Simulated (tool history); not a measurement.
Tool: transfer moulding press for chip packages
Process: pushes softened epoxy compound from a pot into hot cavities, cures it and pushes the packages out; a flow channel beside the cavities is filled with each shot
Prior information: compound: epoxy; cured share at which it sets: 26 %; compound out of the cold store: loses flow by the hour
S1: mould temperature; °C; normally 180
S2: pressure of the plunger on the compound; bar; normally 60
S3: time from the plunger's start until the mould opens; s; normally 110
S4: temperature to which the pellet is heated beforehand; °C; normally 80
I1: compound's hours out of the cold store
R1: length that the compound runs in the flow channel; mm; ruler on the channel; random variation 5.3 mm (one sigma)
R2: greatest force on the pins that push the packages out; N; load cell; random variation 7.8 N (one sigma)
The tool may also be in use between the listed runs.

| run | hour | S1 | S2 | S3 | S4 | I1 | R1 | R2 |
|---|---|---|---|---|---|---|---|---|
| 1 | 0 | 180 | 60 | 110 | 80 | 43.7 | 431 | 602 |
|  | 45.6 | plunger's sealing rings changed |
|  | 85.9 | cavities cleaned with cleaning compound and waxed |
| 2 | 85.9 | 180 | 60 | 110 | 80 | 28.3 | 540 | 332 |
| 3 | 138.5 | 180 | 55.2 | 110 | 80 | 23.7 | 516 | 599 |
| 4 | 182.6 | 180 | 60 | 110 | 80 | 34.9 | 502 | 639 |
| 5 | 231.9 | 180 | 60 | 110 | 80 | 31.9 | 503 | 674 |
|  | 240.5 | cavities cleaned with cleaning compound and waxed |
| 6 | 277.1 | 180 | 60 | 110 | 80 | 13 | 574 | 535 |
| 7 | 324.5 | 180 | 70.9 | 110 | 80 | 45.2 | 495 | 633 |
| 8 | 386.2 | 180 | 70.9 | 110 | 80 | 23.3 | 575 | 693 |
|  | 394 | cavities cleaned with cleaning compound and waxed |
| 9 | 484.2 | 180 | 70.9 | 110 | 80 | 27.1 | 551 | 622 |
|  | 544.8 | cavities cleaned with cleaning compound and waxed |
| 10 | 563.8 | 180 | 70.9 | 110 | 80 | 28.6 | 537 | 452 |
| 11 | 641.3 | 180 | 60 | 110 | 80 | 18.7 | 517 | 665 |
|  | 659.8 | mould's thermocouples calibrated |
|  | 699.3 | cavities cleaned with cleaning compound and waxed |
| 12 | 704.8 | 180 | 60 | 110 | 80 | 37.1 | 460 | 389 |
| 13 | 748.5 | 180 | 47.3 | 110 | 80 | 28.8 | 426 | 595 |
|  | 838.3 | plunger's sealing rings changed |
| 14 | 838.3 | 183 | 71.1 | 118 | 73 | 24.6 | 587 | 607 |
|  | 853.2 | cavities cleaned with cleaning compound and waxed |
| 15 | 913.4 | 183 | 71.1 | 118 | 73 | 26.5 | 578 | 527 |
| 16 | 979.7 | 183 | 71.1 | 118 | 73 | 36.8 | 534 | 608 |
|  | 1004.3 | cavities cleaned with cleaning compound and waxed |
| 17 | 1074 | 185 | 50.1 | 149 | 80 | 33.2 | 452 | 558 |
| 18 | 1143.6 | 180 | 57 | 134 | 80 | 22.2 | 509 | 616 |
|  | 1158.3 | cavities cleaned with cleaning compound and waxed |
| 19 | 1223.6 | 180 | 57 | 134 | 80 | 21.1 | 514 | 561 |
|  | 1247 | mould's thermocouples calibrated, once more |
|  | 1313 | cavities cleaned with cleaning compound and waxed |
| 20 | 1326.8 | 180 | 52.9 | 110 | 74 | 38.7 | 425 | 415 |
| 21 | 1393.8 | 184 | 48.7 | 125 | 82 | 45.3 | 383 | 559 |
| 22 | 1443.4 | 184 | 52 | 113 | 82 | 27.1 | 454 | 605 |
|  | 1468.5 | cavities cleaned with cleaning compound and waxed |
| 23 | 1497.9 | 184 | 52 | 113 | 86 | 20.7 | 463 | 484 |
| 24 | 1588.2 | 179 | 52 | 128 | 87 | 27.6 | 447 | 620 |
|  | 1622.4 | cavities cleaned with cleaning compound and waxed |
|  | 1629.3 | plunger's sealing rings changed |
| 25 | 1644.5 | 183 | 60 | 90 | 81 | 14 | 578 | 528 |
| 26 | 1689.5 | 183 | 60 | 90 | 81 | 38.5 | 483 | 664 |

Branching from run 26: 4 alternative next runs. What would each branch give?
|  | 1780.7 | cavities cleaned with cleaning compound and waxed |
| A | 1790.9 | 180 | 60 | 110 | 73 | 14.2 | ? | ? |
|  | 1780.7 | cavities cleaned with cleaning compound and waxed |
| B | 1790.9 | 180 | 49.3 | 110 | 80 | 39.7 | ? | ? |
|  | 1780.7 | cavities cleaned with cleaning compound and waxed |
| C | 1790.9 | 173 | 60 | 138 | 80 | 42.8 | ? | ? |
|  | 1780.7 | cavities cleaned with cleaning compound and waxed |
| D | 1790.9 | 186 | 59.8 | 110 | 80 | 23.3 | ? | ? |

| run | R1 | R2 |
|---|---|---|
| A | 573 | 429 |
| B | 434 | 402 |
| C | 490 | 443 |
| D | 526 | 374 |
What these runs would have given with no unlogged condition in the tool:
| run | R1 | R2 |
|---|---|---|
| A | 586 | 342 |
| B | 443 | 321 |
| C | 500 | 355 |
| D | 537 | 303 |
